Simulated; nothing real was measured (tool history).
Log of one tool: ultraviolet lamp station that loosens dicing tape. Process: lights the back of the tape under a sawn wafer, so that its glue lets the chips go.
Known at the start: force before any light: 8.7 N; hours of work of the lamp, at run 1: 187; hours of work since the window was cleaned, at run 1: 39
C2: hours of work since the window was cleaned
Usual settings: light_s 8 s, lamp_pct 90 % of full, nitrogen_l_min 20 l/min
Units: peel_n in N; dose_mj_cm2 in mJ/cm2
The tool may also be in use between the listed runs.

Run 1, day 0.000: usual settings; hours of work of the lamp 187; C2 39. Result: peel_n 0.265 N, dose_mj_cm2 371 mJ/cm2.
Run 2, day 1.862: usual settings but light_s 4 s; hours of work of the lamp 207; C2 58. Result: peel_n 1.120 N, dose_mj_cm2 182 mJ/cm2.
Run 3, day 4.371: usual settings; hours of work of the lamp 233; C2 84. Result: peel_n 0.291 N, dose_mj_cm2 353 mJ/cm2.
Run 4, day 7.054: usual settings but nitrogen_l_min 18 l/min; hours of work of the lamp 261; C2 112. Result: peel_n 0.300 N, dose_mj_cm2 348 mJ/cm2.
Run 5, day 9.871: usual settings but nitrogen_l_min 18 l/min; hours of work of the lamp 290; C2 142. Result: peel_n 0.318 N, dose_mj_cm2 338 mJ/cm2.
Run 6, day 11.946: usual settings but nitrogen_l_min 18 l/min; hours of work of the lamp 312; C2 163. Result: peel_n 0.327 N, dose_mj_cm2 329 mJ/cm2.
Run 7, day 14.583: usual settings but lamp_pct 70 % of full, nitrogen_l_min 10 l/min; hours of work of the lamp 340; C2 191. Result: peel_n 0.806 N, dose_mj_cm2 254 mJ/cm2.
Run 8, day 16.942: usual settings but light_s 5 s, lamp_pct 94 % of full, nitrogen_l_min 16 l/min; hours of work of the lamp 364; C2 216. Result: peel_n 0.940 N, dose_mj_cm2 206 mJ/cm2.
Run 9, day 18.338: usual settings but light_s 7 s, lamp_pct 87 % of full, nitrogen_l_min 16 l/min; hours of work of the lamp 379; C2 230. Result: peel_n 0.538 N, dose_mj_cm2 266 mJ/cm2.
Run 10, day 21.046: usual settings but light_s 7 s, lamp_pct 87 % of full, nitrogen_l_min 16 l/min; hours of work of the lamp 407; C2 259. Result: peel_n 0.587 N, dose_mj_cm2 259 mJ/cm2.
Run 11, day 23.267: usual settings but light_s 7 s, lamp_pct 87 % of full, nitrogen_l_min 16 l/min; hours of work of the lamp 431; C2 282. Result: peel_n 0.598 N, dose_mj_cm2 257 mJ/cm2.
Run 12, day 26.188: usual settings but light_s 7 s, lamp_pct 87 % of full, nitrogen_l_min 8 l/min; hours of work of the lamp 461; C2 312. Result: peel_n 0.991 N, dose_mj_cm2 244 mJ/cm2.

4 ways to go on from here, each from the tool as it stands after run 12. What would each give?
Run A, day 28.908: usual settings but light_s 10 s, lamp_pct 87 % of full, nitrogen_l_min 39 l/min; hours of work of the lamp 490; C2 341. Result: peel_n ?, dose_mj_cm2 ?.
Run B, day 28.908: usual settings but lamp_pct 85 % of full, nitrogen_l_min 7 l/min; hours of work of the lamp 490; C2 341. Result: peel_n ?, dose_mj_cm2 ?.
Run C, day 28.908: usual settings but lamp_pct 84 % of full, nitrogen_l_min 7 l/min; hours of work of the lamp 490; C2 341. Result: peel_n ?, dose_mj_cm2 ?.
Run D, day 28.908: usual settings but lamp_pct 87 % of full, nitrogen_l_min 38 l/min; hours of work of the lamp 490; C2 341. Result: peel_n ?, dose_mj_cm2 ?.

run  peel_n  dose_mj_cm2
  A   0.234          347
  B   0.911          272
  C   0.907          271
  D   0.359          275
Without the tool's hidden state the same runs would have given:
run  peel_n  dose_mj_cm2
  A   0.179          508
  B   0.412          396
  C   0.406          395
  D   0.212          403
